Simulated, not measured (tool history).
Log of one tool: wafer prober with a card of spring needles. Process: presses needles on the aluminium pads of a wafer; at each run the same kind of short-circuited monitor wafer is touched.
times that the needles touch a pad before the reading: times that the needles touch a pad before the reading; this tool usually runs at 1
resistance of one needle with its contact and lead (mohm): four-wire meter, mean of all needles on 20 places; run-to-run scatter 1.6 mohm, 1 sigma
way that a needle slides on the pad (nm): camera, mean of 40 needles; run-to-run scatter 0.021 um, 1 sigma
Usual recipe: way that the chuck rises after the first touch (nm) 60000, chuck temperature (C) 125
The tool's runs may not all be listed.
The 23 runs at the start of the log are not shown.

run,day,way that the chuck rises after the first touch (nm),chuck temperature (C),times that the needles touch a pad before the reading,touches since the tips were cleaned,cleanings since the card got new needles,touches since the first contact's height was set,resistance of one needle with its contact and lead (mohm),way that a needle slides on the pad (nm)
24,16.696,77000,125,2,3106,35,82687,162,10140
# day 17.183: tips cleaned on abrasive film
25,17.212,77000,125,2,110,36,84741,150,10150
26,18.100,56000,36,1,3679,36,88310,187,7380
# day 18.462: tips cleaned on abrasive film
27,18.746,48000,53,1,1138,37,90893,172,6290
28,19.650,41000,43,1,4755,37,94510,231,5360
# day 19.771: tips cleaned on abrasive film
29,20.150,52000,31,1,1517,38,96499,172,6810
# day 21.021: tips cleaned on abrasive film
30,21.021,80000,73,2,0,39,99985,141,10530
31,21.779,80000,73,2,3038,39,103023,153,10560
32,22.225,48000,53,2,4834,39,104819,183,6290
# day 22.308: tips cleaned on abrasive film
# day 22.321: height of the first contact set anew
33,22.858,49000,52,3,2142,40,2142,157,6560
34,23.338,49000,88,1,4077,40,4077,203,6560

Below are 4 alternative next runs, each starting from the tool's condition after run 34. Predict each:
# day 23.621: tips cleaned on abrasive film
A,24.304,44000,64,1,2750,41,7939,?,?
# day 23.621: tips cleaned on abrasive film
B,24.304,59000,79,3,2750,41,7939,?,?
# day 23.621: tips cleaned on abrasive film
C,24.304,49000,54,2,2750,41,7939,?,?
# day 23.621: tips cleaned on abrasive film
D,24.304,46000,99,2,2750,41,7939,?,?

run,resistance of one needle with its contact and lead (mohm),way that a needle slides on the pad (nm)
A,201,5850
B,157,7850
C,173,6530
D,179,6110
With no hidden state in the tool, these same runs would have given:
run,resistance of one needle with its contact and lead (mohm),way that a needle slides on the pad (nm)
A,141,5860
B,144,7860
C,142,6530
D,147,6110

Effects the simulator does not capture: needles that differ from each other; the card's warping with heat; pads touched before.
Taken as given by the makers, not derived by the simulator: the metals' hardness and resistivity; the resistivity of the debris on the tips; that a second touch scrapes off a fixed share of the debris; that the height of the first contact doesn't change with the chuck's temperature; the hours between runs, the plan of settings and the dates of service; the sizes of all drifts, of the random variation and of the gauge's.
